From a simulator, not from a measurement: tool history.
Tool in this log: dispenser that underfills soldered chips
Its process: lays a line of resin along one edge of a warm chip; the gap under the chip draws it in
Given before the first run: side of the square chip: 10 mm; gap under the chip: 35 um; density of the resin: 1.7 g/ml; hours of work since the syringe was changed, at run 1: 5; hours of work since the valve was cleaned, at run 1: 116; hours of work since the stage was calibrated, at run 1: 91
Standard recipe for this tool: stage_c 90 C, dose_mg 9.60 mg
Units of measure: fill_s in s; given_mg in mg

run,hour,stage_c,dose_mg,hours of work since the syringe was changed,hours of work since the valve was cleaned,hours of work since the stage was calibrated,fill_s,given_mg
1,0.0,90,9.60,5,116,91,111.9,8.97
2,6.0,90,8.62,9,120,94,152.1,8.05
# hour 9.1: new syringe of resin
3,10.8,90,8.62,1,123,97,84.4,8.07
# hour 12.9: dispensing valve cleaned and set on the balance
4,18.3,90,9.60,5,3,101,111.7,9.60
5,24.8,90,9.60,9,8,106,152.5,9.56
# hour 27.0: new syringe of resin
6,32.4,90,9.60,3,12,110,99.2,9.60
7,41.5,90,9.60,9,18,116,152.2,9.50
# hour 43.6: new syringe of resin
8,49.0,90,9.60,3,22,121,100.5,9.56
9,52.9,90,9.60,6,25,123,119.2,9.50
10,57.4,90,9.60,9,28,126,149.7,9.46
# hour 59.9: new syringe of resin
11,66.1,90,9.09,4,33,131,102.5,9.01
12,72.9,90,9.09,8,37,136,144.7,8.93
# hour 76.2: new syringe of resin
13,82.3,90,9.09,4,43,141,102.2,8.93
14,88.9,90,9.09,8,47,146,139.7,8.85
# hour 92.5: new syringe of resin
15,98.0,90,9.09,4,53,151,98.6,8.88
16,103.4,84,11.86,7,56,155,165.4,11.55
17,107.7,101,11.28,10,59,157,94.4,10.98
# hour 108.7: new syringe of resin
18,116.9,80,8.92,5,65,163,184.0,8.61
# hour 125.2: new syringe of resin
19,125.2,105,8.92,0,70,168,39.5,8.60
20,132.3,103,9.70,5,74,173,60.1,9.37
21,140.6,103,9.70,10,80,178,90.8,9.28
# hour 141.5: new syringe of resin
22,149.7,103,9.70,5,85,183,61.2,9.26
# hour 158.0: new syringe of resin
23,159.0,103,9.70,1,91,189,45.1,9.32
24,166.1,86,10.74,5,96,194,134.8,10.27
25,170.5,79,8.94,8,98,196,238.4,8.53
# hour 174.6: new syringe of resin
26,179.2,103,8.21,3,104,202,54.1,7.85
27,185.6,78,8.66,7,108,206,229.0,8.17
# hour 191.1: new syringe of resin
28,193.7,79,11.28,2,113,211,141.4,10.70
29,199.1,79,11.28,5,116,214,181.7,10.64

What differs in the tool's unlogged condition from the final listed run ahead of each entry between runs to the first listed run following it?
After run 2, before run 3: new syringe of resin (hour 9.1)
  resin's viscosity, % of fresh resin's: 192.9 -> 106; dose that the valve gives, % of what is set: 93.52 -> 93.38; true chip temperature over the reading, C: 0.28 -> 0.29
  what was measured, less what the result would be without the hidden state, fill_s: +73.5 -> +4.9 s; given_mg: -0.56 -> -0.57 mg
After run 3, before run 4: dispensing valve cleaned and set on the balance (hour 12.9)
  resin's viscosity, % of fresh resin's: 106 -> 145.3; dose that the valve gives, % of what is set: 93.38 -> 100.01; true chip temperature over the reading, C: 0.29 -> 0.31
  what was measured, less what the result would be without the hidden state, fill_s: +4.9 -> +33.7 s; given_mg: -0.57 -> +0.00 mg
After run 5, before run 6: new syringe of resin (hour 27.0)
  resin's viscosity, % of fresh resin's: 199.4 -> 130; dose that the valve gives, % of what is set: 99.8 -> 99.56; true chip temperature over the reading, C: 0.33 -> 0.35
  what was measured, less what the result would be without the hidden state, fill_s: +74.7 -> +21.7 s; given_mg: -0.02 -> -0.04 mg
After run 7, before run 8: new syringe of resin (hour 43.6)
  resin's viscosity, % of fresh resin's: 201.8 -> 130.6; dose that the valve gives, % of what is set: 99.27 -> 99.04; true chip temperature over the reading, C: 0.38 -> 0.4
  what was measured, less what the result would be without the hidden state, fill_s: +75.6 -> +22.1 s; given_mg: -0.07 -> -0.09 mg
After run 10, before run 11: new syringe of resin (hour 59.9)
  resin's viscosity, % of fresh resin's: 196.7 -> 134.8; dose that the valve gives, % of what is set: 98.77 -> 98.5; true chip temperature over the reading, C: 0.43 -> 0.45
  what was measured, less what the result would be without the hidden state, fill_s: +72.3 -> +25.0 s; given_mg: -0.12 -> -0.13 mg
After run 12, before run 13: new syringe of resin (hour 76.2)
  resin's viscosity, % of fresh resin's: 186.9 -> 134.5; dose that the valve gives, % of what is set: 98.3 -> 98; true chip temperature over the reading, C: 0.47 -> 0.5
  what was measured, less what the result would be without the hidden state, fill_s: +65.6 -> +24.7 s; given_mg: -0.15 -> -0.19 mg
After run 14, before run 15: new syringe of resin (hour 92.5)
  resin's viscosity, % of fresh resin's: 185.6 -> 130.2; dose that the valve gives, % of what is set: 97.8 -> 97.51; true chip temperature over the reading, C: 0.52 -> 0.54
  what was measured, less what the result would be without the hidden state, fill_s: +63.0 -> +21.3 s; given_mg: -0.19 -> -0.23 mg
After run 17, before run 18: new syringe of resin (hour 108.7)
  resin's viscosity, % of fresh resin's: 208.1 -> 149.5; dose that the valve gives, % of what is set: 97.19 -> 96.92; true chip temperature over the reading, C: 0.57 -> 0.6
  what was measured, less what the result would be without the hidden state, fill_s: +48.0 -> +58.0 s; given_mg: -0.32 -> -0.27 mg
After run 18, before run 19: new syringe of resin (hour 125.2)
  resin's viscosity, % of fresh resin's: 149.5 -> 101.4; dose that the valve gives, % of what is set: 96.92 -> 96.66; true chip temperature over the reading, C: 0.6 -> 0.62
  what was measured, less what the result would be without the hidden state, fill_s: +58.0 -> -0.3 s; given_mg: -0.27 -> -0.30 mg
After run 21, before run 22: new syringe of resin (hour 141.5)
  resin's viscosity, % of fresh resin's: 214.3 -> 146.5; dose that the valve gives, % of what is set: 96.19 -> 95.92; true chip temperature over the reading, C: 0.67 -> 0.69
  what was measured, less what the result would be without the hidden state, fill_s: +47.4 -> +18.5 s; given_mg: -0.37 -> -0.39 mg
After run 22, before run 23: new syringe of resin (hour 158.0)
  resin's viscosity, % of fresh resin's: 146.5 -> 105.2; dose that the valve gives, % of what is set: 95.92 -> 95.63; true chip temperature over the reading, C: 0.69 -> 0.72
  what was measured, less what the result would be without the hidden state, fill_s: +18.5 -> +1.2 s; given_mg: -0.39 -> -0.42 mg
After run 25, before run 26: new syringe of resin (hour 174.6)
  resin's viscosity, % of fresh resin's: 183.3 -> 123.7; dose that the valve gives, % of what is set: 95.28 -> 95.02; true chip temperature over the reading, C: 0.75 -> 0.78
  what was measured, less what the result would be without the hidden state, fill_s: +104.7 -> +9.4 s; given_mg: -0.42 -> -0.41 mg
After run 27, before run 28: new syringe of resin (hour 191.1)
  resin's viscosity, % of fresh resin's: 168.6 -> 113.4; dose that the valve gives, % of what is set: 94.81 -> 94.55; true chip temperature over the reading, C: 0.8 -> 0.82
  what was measured, less what the result would be without the hidden state, fill_s: +89.1 -> +11.9 s; given_mg: -0.45 -> -0.62 mg
